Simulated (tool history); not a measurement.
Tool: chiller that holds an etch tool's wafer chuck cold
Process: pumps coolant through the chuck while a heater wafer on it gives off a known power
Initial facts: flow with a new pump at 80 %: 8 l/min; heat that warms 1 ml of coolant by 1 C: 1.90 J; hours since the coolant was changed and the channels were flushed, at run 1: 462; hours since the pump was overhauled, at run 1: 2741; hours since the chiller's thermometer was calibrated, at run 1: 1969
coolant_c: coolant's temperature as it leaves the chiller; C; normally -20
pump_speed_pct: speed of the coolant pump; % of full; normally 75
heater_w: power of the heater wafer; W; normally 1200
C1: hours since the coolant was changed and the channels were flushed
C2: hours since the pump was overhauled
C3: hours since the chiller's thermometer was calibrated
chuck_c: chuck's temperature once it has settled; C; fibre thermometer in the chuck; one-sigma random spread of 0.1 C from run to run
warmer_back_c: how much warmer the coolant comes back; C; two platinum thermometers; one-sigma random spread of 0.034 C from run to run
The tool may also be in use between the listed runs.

run 1 day=0.000 | coolant_c=-20 pump_speed_pct=75 heater_w=1200 | C1=462 C2=2741 C3=1969 | chuck_c=-8.4 warmer_back_c=5.05
run 2 day=2.496 | coolant_c=-15 pump_speed_pct=75 heater_w=1200 | C1=522 C2=2801 C3=2029 | chuck_c=-3.4 warmer_back_c=5.11
run 3 day=4.996 | coolant_c=-20 pump_speed_pct=75 heater_w=1200 | C1=582 C2=2861 C3=2089 | chuck_c=-8.3 warmer_back_c=5.05
run 4 day=6.954 | coolant_c=-20 pump_speed_pct=75 heater_w=1200 | C1=629 C2=2908 C3=2136 | chuck_c=-8.2 warmer_back_c=5.15
run 5 day=11.054 | coolant_c=-20 pump_speed_pct=75 heater_w=1200 | C1=728 C2=3006 C3=2234 | chuck_c=-8.2 warmer_back_c=5.17
run 6 day=13.850 | coolant_c=-20 pump_speed_pct=75 heater_w=1200 | C1=795 C2=3073 C3=2301 | chuck_c=-8.3 warmer_back_c=5.25
run 7 day=16.988 | coolant_c=-20 pump_speed_pct=75 heater_w=1200 | C1=870 C2=3148 C3=2377 | chuck_c=-8.2 warmer_back_c=5.18
run 8 day=19.183 | coolant_c=-20 pump_speed_pct=75 heater_w=855 | C1=923 C2=3201 C3=2429 | chuck_c=-11.8 warmer_back_c=3.83
run 9 day=22.225 | coolant_c=-20 pump_speed_pct=75 heater_w=1200 | C1=996 C2=3274 C3=2502 | chuck_c=-8.2 warmer_back_c=5.34
run 10 day=24.212 | coolant_c=-20 pump_speed_pct=75 heater_w=1200 | C1=1044 C2=3322 C3=2550 | chuck_c=-8.2 warmer_back_c=5.30
run 11 day=27.662 | coolant_c=-20 pump_speed_pct=75 heater_w=1200 | C1=1126 C2=3405 C3=2633 | chuck_c=-8.2 warmer_back_c=5.28
run 12 day=30.121 | coolant_c=-20 pump_speed_pct=75 heater_w=1200 | C1=1185 C2=3464 C3=2692 | chuck_c=-8.3 warmer_back_c=5.33
run 13 day=32.675 | coolant_c=-20 pump_speed_pct=75 heater_w=1088 | C1=1247 C2=3525 C3=2753 | chuck_c=-9.4 warmer_back_c=4.95
run 14 day=35.575 | coolant_c=-20 pump_speed_pct=75 heater_w=1088 | C1=1316 C2=3595 C3=2823 | chuck_c=-9.3 warmer_back_c=4.90
run 15 day=37.912 | coolant_c=-27 pump_speed_pct=94 heater_w=1028 | C1=1372 C2=3651 C3=2879 | chuck_c=-18.5 warmer_back_c=3.73
run 16 day=39.696 | coolant_c=-27 pump_speed_pct=94 heater_w=1028 | C1=1415 C2=3693 C3=2922 | chuck_c=-18.3 warmer_back_c=3.80
run 17 day=43.396 | coolant_c=-19 pump_speed_pct=79 heater_w=791 | C1=1504 C2=3782 C3=3011 | chuck_c=-11.5 warmer_back_c=3.54
-- day=47.254 gauge calibrated
run 18 day=47.529 | coolant_c=-20 pump_speed_pct=91 heater_w=1141 | C1=1603 C2=3881 C3=3110 | chuck_c=-10.3 warmer_back_c=3.93
run 19 day=50.546 | coolant_c=-22 pump_speed_pct=85 heater_w=1058 | C1=1676 C2=3954 C3=3182 | chuck_c=-12.6 warmer_back_c=3.94
run 20 day=52.808 | coolant_c=-22 pump_speed_pct=85 heater_w=1058 | C1=1730 C2=4008 C3=3236 | chuck_c=-12.5 warmer_back_c=3.98
run 21 day=56.421 | coolant_c=-22 pump_speed_pct=85 heater_w=1058 | C1=1817 C2=4095 C3=3323 | chuck_c=-12.5 warmer_back_c=4.04
run 22 day=58.875 | coolant_c=-18 pump_speed_pct=76 heater_w=1058 | C1=1875 C2=4154 C3=3382 | chuck_c=-7.8 warmer_back_c=4.52
-- day=60.742 chiller's thermometer calibrated
run 23 day=60.742 | coolant_c=-18 pump_speed_pct=76 heater_w=1058 | C1=1919 C2=4198 C3=0 | chuck_c=-7.9 warmer_back_c=4.53
run 24 day=63.467 | coolant_c=-18 pump_speed_pct=73 heater_w=689 | C1=1985 C2=4263 C3=65 | chuck_c=-11.1 warmer_back_c=3.17

Run 25 is up next; what results do you expect?
run 25 day=65.467 | coolant_c=-18 pump_speed_pct=73 heater_w=689 | C1=2033 C2=4311 C3=113 | chuck_c=? warmer_back_c=?

chuck_c: -11.1 C
warmer_back_c: 3.13 C
The same run, on a tool lacking any hidden state, would have yielded chuck_c -11.1 C, warmer_back_c 2.97 C.
